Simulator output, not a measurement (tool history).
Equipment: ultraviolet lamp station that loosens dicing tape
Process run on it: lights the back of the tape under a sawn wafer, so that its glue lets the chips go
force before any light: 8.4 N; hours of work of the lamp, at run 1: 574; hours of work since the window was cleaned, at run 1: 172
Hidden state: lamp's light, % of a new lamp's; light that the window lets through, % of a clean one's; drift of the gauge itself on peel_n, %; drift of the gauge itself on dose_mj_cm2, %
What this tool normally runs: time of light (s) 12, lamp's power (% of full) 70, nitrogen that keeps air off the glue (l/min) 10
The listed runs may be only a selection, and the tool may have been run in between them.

run	day	time of light (s)	lamp's power (% of full)	nitrogen that keeps air off the glue (l/min)	hours of work of the lamp	hours of work since the window was cleaned	force that peels the tape off (N)	light that reached the tape (mJ/cm2)
1	0.000	12	70	10	574	172	0.521	348
2	0.883	12	70	10	584	182	0.534	351
3	2.521	12	70	10	602	200	0.532	351
4	3.396	12	70	10	612	210	0.531	353
5	5.200	12	68	10	632	230	0.558	341
6	6.538	12	70	10	647	245	0.502	351
7	7.404	8	98	11	656	255	0.576	327
8	8.979	16	88	10	674	272	0.259	581
9	11.017	16	88	10	697	295	0.261	592
10	12.712	16	88	10	716	314	0.247	592
11	14.004	9	88	4	730	328	1.032	333

For each run, the measured value with the value that run would have given without the tool's hidden condition subtracted. The run-to-run variation is shared by both, the gauge scatter possibly not:
run	light that reached the tape (mJ/cm2)
1	-1
2	-1
3	-1
4	-1
5	-1
6	-1
7	-2
8	-2
9	-3
10	-3
11	-2
force that peels the tape off (N): within 0.008 of the measured result in every run.
